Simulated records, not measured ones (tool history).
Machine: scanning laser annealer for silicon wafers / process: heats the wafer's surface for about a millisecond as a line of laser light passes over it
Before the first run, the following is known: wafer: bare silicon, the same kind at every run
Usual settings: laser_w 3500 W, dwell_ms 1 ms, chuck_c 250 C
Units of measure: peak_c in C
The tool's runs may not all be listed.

run     day  laser_w  dwell_ms  chuck_c  peak_c
  1       0     3500         1      250     930
  2   1.758     3500         1      250     935
  3    3.55     3500         1      250     935
  4   4.942     3500         1      250     930
      5.383  -- window over the wafer cleaned
  5   6.433     3500         1      250     965
  6   7.588     3500         1      285     996
  7   9.638     3500         1      285     997
  8  11.925     3500         1      285     993
  9  13.621     3299      0.96      248     899
 10  15.938     3662         1      266    1009
 11  18.238     3391      1.03      277     966
 12  20.171     3391      1.03      277     970

Alternative continuations, all from the tool just after run 12; predict every row:
  A  22.325     3391      1.08      277       ?
  B  22.325     3391      1.03      252       ?
  C  22.325     3425      0.88      250       ?
  D  22.325     3463       0.8      258       ?
  E  22.325     3699      0.79      261       ?

run  peak_c
  A     984
  B     941
  C     887
  D     876
  E     919
Without the tool's unlogged condition, the same runs would have read:
run  peak_c
  A    1000
  B     956
  C     901
  D     889
  E     934

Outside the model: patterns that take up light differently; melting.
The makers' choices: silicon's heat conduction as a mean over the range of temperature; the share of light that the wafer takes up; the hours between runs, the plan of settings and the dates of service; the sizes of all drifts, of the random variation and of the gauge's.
